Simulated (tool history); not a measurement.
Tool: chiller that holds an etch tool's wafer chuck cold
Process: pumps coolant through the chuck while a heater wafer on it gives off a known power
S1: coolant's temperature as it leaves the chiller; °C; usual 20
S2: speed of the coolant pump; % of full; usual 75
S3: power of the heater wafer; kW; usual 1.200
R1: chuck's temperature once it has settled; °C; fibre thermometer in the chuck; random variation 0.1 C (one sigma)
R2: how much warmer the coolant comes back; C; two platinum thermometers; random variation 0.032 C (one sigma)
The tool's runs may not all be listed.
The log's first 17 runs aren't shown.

{"hour": 1601.6, "done": "coolant pump overhauled"}
{"run": 18, "hour": 1652.0, "S1": 25, "S2": 73, "S3": 0.627, "R1": 30.4, "R2": 2.32}
{"run": 19, "hour": 1779.9, "S1": 25, "S2": 73, "S3": 0.627, "R1": 30.3, "R2": 2.38}
{"run": 20, "hour": 1893.4, "S1": 25, "S2": 73, "S3": 0.627, "R1": 30.4, "R2": 2.34}
{"run": 21, "hour": 1978.2, "S1": 25, "S2": 73, "S3": 0.627, "R1": 30.5, "R2": 2.34}
{"run": 22, "hour": 2094.8, "S1": 20, "S2": 67, "S3": 1.162, "R1": 31.6, "R2": 4.81}
{"run": 23, "hour": 2193.8, "S1": 12, "S2": 69, "S3": 1.159, "R1": 23.1, "R2": 4.71}
{"hour": 2233.5, "done": "coolant pump overhauled, once more"}
{"run": 24, "hour": 2258.9, "S1": 11, "S2": 75, "S3": 0.761, "R1": 16.5, "R2": 2.33}
{"run": 25, "hour": 2354.4, "S1": 12, "S2": 68, "S3": 0.935, "R1": 19.6, "R2": 3.19}
{"run": 26, "hour": 2443.4, "S1": 10, "S2": 75, "S3": 1.2, "R1": 19.2, "R2": 3.69}
{"run": 27, "hour": 2552.8, "S1": 10, "S2": 75, "S3": 1.2, "R1": 19.1, "R2": 3.66}
{"hour": 2571.3, "done": "chiller's thermometer calibrated"}
{"run": 28, "hour": 2624.5, "S1": 13, "S2": 97, "S3": 1.2, "R1": 20.7, "R2": 2.73}
{"run": 29, "hour": 2699.3, "S1": 11, "S2": 97, "S3": 0.778, "R1": 16.0, "R2": 1.78}
{"run": 30, "hour": 2823.9, "S1": 13, "S2": 88, "S3": 0.85, "R1": 19.0, "R2": 2.16}
{"run": 31, "hour": 2940.0, "S1": 25, "S2": 75, "S3": 1.2, "R1": 34.8, "R2": 3.7}
{"run": 32, "hour": 3048.4, "S1": 25, "S2": 75, "S3": 1.2, "R1": 34.8, "R2": 3.7}

4 ways to go on from here, each from the tool as it stands after run 32. What would each give?
{"run": "A", "hour": 3150.4, "S1": 14, "S2": 82, "S3": 1.2, "R1": "?", "R2": "?"}
{"run": "B", "hour": 3150.4, "S1": 15, "S2": 64, "S3": 1.405, "R1": "?", "R2": "?"}
{"run": "C", "hour": 3150.4, "S1": 25, "S2": 81, "S3": 1.138, "R1": "?", "R2": "?"}
{"run": "D", "hour": 3150.4, "S1": 20, "S2": 84, "S3": 1.314, "R1": "?", "R2": "?"}

run=A R1=23.1 R2=3.43
run=B R1=28.5 R2=5.25
run=C R1=33.8 R2=3.22
run=D R1=29.8 R2=3.56
Without the tool's hidden state the same runs would have given:
run=A R1=22.0 R2=3.36
run=B R1=26.9 R2=5.14
run=C R1=32.8 R2=3.16
run=D R1=28.7 R2=3.49
